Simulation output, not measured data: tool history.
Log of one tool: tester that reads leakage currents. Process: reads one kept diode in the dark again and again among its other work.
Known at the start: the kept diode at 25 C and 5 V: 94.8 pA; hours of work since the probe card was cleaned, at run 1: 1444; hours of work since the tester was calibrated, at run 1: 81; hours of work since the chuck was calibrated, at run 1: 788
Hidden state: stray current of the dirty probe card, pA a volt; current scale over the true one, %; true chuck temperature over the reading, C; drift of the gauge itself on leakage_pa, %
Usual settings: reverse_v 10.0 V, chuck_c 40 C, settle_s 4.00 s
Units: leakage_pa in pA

run	day	reverse_v	chuck_c	settle_s	hours of work since the probe card was cleaned	hours of work since the tester was calibrated	hours of work since the chuck was calibrated	leakage_pa
1	0.000	10.0	40	4.00	1444	81	788	395.85
2	8.112	10.0	40	4.00	1572	209	917	399.55
3	12.108	10.0	40	4.00	1636	273	980	396.97
4	15.662	10.0	40	4.00	1692	329	1036	398.14
# day 23.075: chuck's temperature calibrated
5	24.125	10.0	23	4.00	1824	461	17	101.70
6	31.683	10.0	23	4.00	1944	581	136	101.27
7	36.754	10.0	23	4.00	2024	661	217	101.64
8	43.746	10.0	23	4.00	2135	772	327	101.96
9	47.571	10.0	23	4.00	2196	833	388	101.13
10	55.221	10.0	23	4.00	2317	954	509	101.20
11	59.038	10.0	23	4.00	2377	1014	569	101.77
12	64.442	5.7	40	4.00	2463	1100	655	328.60
13	68.408	10.0	40	4.00	2525	1162	718	397.37
14	76.567	10.0	40	4.00	2655	1292	847	398.71
15	81.433	10.0	40	4.00	2732	1369	924	398.42
16	89.096	3.6	40	5.02	2853	1490	1045	281.51
17	94.071	10.0	30	4.00	2932	1569	1124	180.96
# day 96.100: chuck's temperature calibrated
# day 98.375: probe card cleaned and baked
18	99.671	1.4	35	5.13	21	1654	55	139.21
19	108.321	16.7	33	4.00	158	1791	192	274.24
20	112.804	3.7	44	0.32	228	1862	263	383.96
21	117.308	3.7	31	0.32	300	1933	334	141.25
22	125.462	10.0	46	1.26	429	2062	463	625.03
23	132.133	10.0	28	3.78	534	2168	568	154.95
24	138.488	10.0	28	3.78	635	2269	669	154.38

Run 25 comes next. What will it give?
25	143.400	10.0	28	3.78	713	2346	747	?

{"run 25": {"leakage_pa": 153.99}}
Without the tool's hidden state the same run would have given leakage_pa 154.22 pA.

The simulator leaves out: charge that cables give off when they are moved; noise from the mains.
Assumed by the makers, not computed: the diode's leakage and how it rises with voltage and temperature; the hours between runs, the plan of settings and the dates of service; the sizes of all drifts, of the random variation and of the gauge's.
